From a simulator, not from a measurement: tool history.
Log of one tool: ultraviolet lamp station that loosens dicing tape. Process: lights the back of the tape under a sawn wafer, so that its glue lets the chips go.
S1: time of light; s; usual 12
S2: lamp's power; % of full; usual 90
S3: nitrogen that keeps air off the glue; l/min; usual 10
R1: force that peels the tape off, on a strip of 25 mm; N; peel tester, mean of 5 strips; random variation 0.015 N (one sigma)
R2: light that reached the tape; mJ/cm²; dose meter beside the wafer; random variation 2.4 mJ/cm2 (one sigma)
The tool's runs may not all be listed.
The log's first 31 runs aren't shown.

run 32 hour=1525.2 | S1=12 S2=74 S3=6 | R1=1.988 R2=187
run 33 hour=1562.7 | S1=12 S2=74 S3=6 | R1=1.918 R2=183
run 34 hour=1595.6 | S1=20 S2=62 S3=16 | R1=0.481 R2=253
run 35 hour=1653 | S1=12 S2=91 S3=9 | R1=1.053 R2=220
run 36 hour=1683.7 | S1=11 S2=67 S3=8 | R1=2.256 R2=149
run 37 hour=1729.3 | S1=8 S2=79 S3=8 | R1=2.818 R2=122
run 38 hour=1758.3 | S1=8 S2=88 S3=8 | R1=2.42 R2=134
run 39 hour=1822.5 | S1=7 S2=96 S3=15 | R1=1.923 R2=126
run 40 hour=1862 | S1=20 S2=81 S3=10 | R1=0.462 R2=309
run 41 hour=1896.9 | S1=8 S2=81 S3=4 | R1=3.912 R2=120
run 42 hour=1932.6 | S1=8 S2=81 S3=4 | R1=3.868 R2=123

Forecast each of these 4 alternatives for the next run:
run A hour=1982.3 | S1=12 S2=84 S3=3 | R1=? R2=?
run B hour=1982.3 | S1=8 S2=60 S3=4 | R1=? R2=?
run C hour=1982.3 | S1=12 S2=90 S3=4 | R1=? R2=?
run D hour=1982.3 | S1=8 S2=81 S3=4 | R1=? R2=?

run=A R1=2.694 R2=188
run=B R1=4.989 R2=86
run=C R1=2.177 R2=200
run=D R1=3.972 R2=123
Without the tool's hidden state the same runs would have given:
run=A R1=1.956 R2=237
run=B R1=4.174 R2=109
run=C R1=1.495 R2=253
run=D R1=3.131 R2=155
